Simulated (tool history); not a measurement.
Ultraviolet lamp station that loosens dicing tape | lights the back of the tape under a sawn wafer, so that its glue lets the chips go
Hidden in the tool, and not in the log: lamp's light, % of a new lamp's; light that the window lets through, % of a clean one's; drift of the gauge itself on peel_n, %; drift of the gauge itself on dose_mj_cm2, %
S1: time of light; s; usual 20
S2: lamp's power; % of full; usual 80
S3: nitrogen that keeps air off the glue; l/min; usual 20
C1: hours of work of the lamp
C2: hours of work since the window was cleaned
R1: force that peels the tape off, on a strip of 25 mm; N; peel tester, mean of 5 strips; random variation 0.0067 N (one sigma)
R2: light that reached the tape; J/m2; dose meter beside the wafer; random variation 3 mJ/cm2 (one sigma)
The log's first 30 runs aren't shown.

run	hour	S1	S2	S3	C1	C2	R1	R2
31	260.6	37	66	6	194	147	0.164	6890
32	271.9	37	66	6	202	156	0.164	6870
33	281.9	37	74	22	209	163	0.074	7750
34	290.2	20	80	20	215	169	0.228	4460
35	295.2	20	80	20	219	172	0.222	4420
36	302	24	64	16	224	177	0.283	4320
37	312.8	24	64	16	232	185	0.278	4300
38	320	22	74	31	237	190	0.188	4560
39	328.4	22	74	31	243	197	0.184	4560
40	334	36	65	20	247	201	0.097	6580
41	343	36	65	20	254	207	0.095	6590
42	353.5	36	65	20	261	215	0.086	6610
43	360.6	19	86	29	266	220	0.189	4630
44	366	32	88	29	270	224	0.075	7880

3 ways to go on from here, each from the tool as it stands after run 44. What would each give?
A	371.4	20	80	10	274	228	?	?
B	371.4	37	88	29	274	228	?	?
C	371.4	35	61	27	274	228	?	?

run	R1	R2
A	0.327	4470
B	0.064	9120
C	0.093	6040
Without the tool's hidden state the same runs would have given:
run	R1	R2
A	0.325	4480
B	0.064	9130
C	0.093	6040

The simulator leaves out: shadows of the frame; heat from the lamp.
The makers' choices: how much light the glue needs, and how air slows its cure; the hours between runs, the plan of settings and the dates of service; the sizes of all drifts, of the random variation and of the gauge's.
